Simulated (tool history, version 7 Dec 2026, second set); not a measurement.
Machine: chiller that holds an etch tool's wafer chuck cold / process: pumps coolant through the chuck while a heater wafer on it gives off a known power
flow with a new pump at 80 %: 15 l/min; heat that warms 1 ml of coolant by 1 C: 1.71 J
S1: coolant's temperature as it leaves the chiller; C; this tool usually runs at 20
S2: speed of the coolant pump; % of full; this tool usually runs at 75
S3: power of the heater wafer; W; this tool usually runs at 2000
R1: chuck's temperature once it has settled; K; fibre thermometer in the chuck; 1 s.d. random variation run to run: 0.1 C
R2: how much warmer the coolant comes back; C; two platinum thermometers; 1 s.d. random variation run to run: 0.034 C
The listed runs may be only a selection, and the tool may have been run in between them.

run    hour  S1  S2    S3      R1    R2
  1     0.0  20  75  2000  308.05  6.00
  2   113.3  20  75  2000  308.35  5.98
  3   223.8  20  75  1940  307.85  5.87
  4   306.9  20  75  2000  308.55  6.04
  5   417.9  20  75  2000  308.55  6.13
  6   504.1  20  75  2000  308.85  6.19
      547.9  -- chiller's thermometer calibrated
  7   569.3  20  75  2719  315.05  8.37
  8   655.0  20  66  2000  311.05  7.06
      728.1  -- coolant pump overhauled
  9   770.2  20  66  2000  308.55  5.66
 10   835.7  20  66  2000  308.85  5.74
 11   897.3  20  66  2000  308.75  5.73
 12   974.9  20  66  2106  309.65  6.08
 13  1027.9  20  75  2000  307.55  5.06
 14  1081.1  11  70  1495  295.35  4.07
 15  1153.0  17  75  1206  298.65  3.04
 16  1207.8  17  75  1206  298.75  3.02
 17  1300.8  12  67  1958  300.65  5.68
 18  1359.6  12  67  1958  300.55  5.61
 19  1459.3  10  71  1785  296.75  4.82
 20  1530.2  10  71  1785  296.85  4.87
 21  1600.8  20  75  2868  314.55  7.31
 22  1704.0  20  79  2465  311.15  6.02
 23  1780.0  12  92  2676  302.75  5.64

Predict the results of run 24:
 24  1838.1  11  82  2557   ?   ?

{"run 24": {"R1": 302.55, "R2": 6.06}}
Were there no unlogged condition in the tool, this run, its random variation unchanged, would have produced R1 300.15 K, R2 5.83 C.
